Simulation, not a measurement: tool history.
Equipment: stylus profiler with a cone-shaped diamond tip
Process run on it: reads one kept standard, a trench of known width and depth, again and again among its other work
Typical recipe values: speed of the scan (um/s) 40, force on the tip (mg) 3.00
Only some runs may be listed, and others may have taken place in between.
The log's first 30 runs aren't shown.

run	day	speed of the scan (um/s)	force on the tip (mg)	depth of the trench (angstrom)	width of the trench's floor (um)
31	64.425	56	1.02	5035.1	26.34
32	66.579	56	1.02	5032.3	26.37
33	68.500	51	3.00	5073.0	26.53
34	70.775	98	1.75	5049.9	26.08
35	73.338	98	1.75	5052.6	26.06
36	75.058	98	1.75	5050.1	26.01
37	77.767	19	1.75	5048.3	26.51
38	79.804	54	1.42	5041.3	26.23
39	82.258	63	3.59	5079.3	26.30
40	84.250	63	3.59	5077.8	26.28
41	86.671	46	1.32	5039.4	26.21
42	89.479	16	1.06	5032.7	26.37
43	91.992	143	2.98	5065.9	25.70

Forecast each of these 5 alternatives for the next run:
A	94.796	42	3.00	?	?
B	94.796	17	2.40	?	?
C	94.796	106	8.26	?	?
D	94.796	64	1.40	?	?
E	94.796	53	3.39	?	?

run	depth of the trench (angstrom)	width of the trench's floor (um)
A	5066.7	26.24
B	5056.8	26.33
C	5138.6	26.08
D	5035.4	25.96
E	5073.2	26.15
Take away the tool's hidden state, keep each run's random variation, and the runs would have read:
run	depth of the trench (angstrom)	width of the trench's floor (um)
A	5073.3	26.81
B	5063.4	26.89
C	5145.3	26.65
D	5042.0	26.53
E	5079.9	26.72
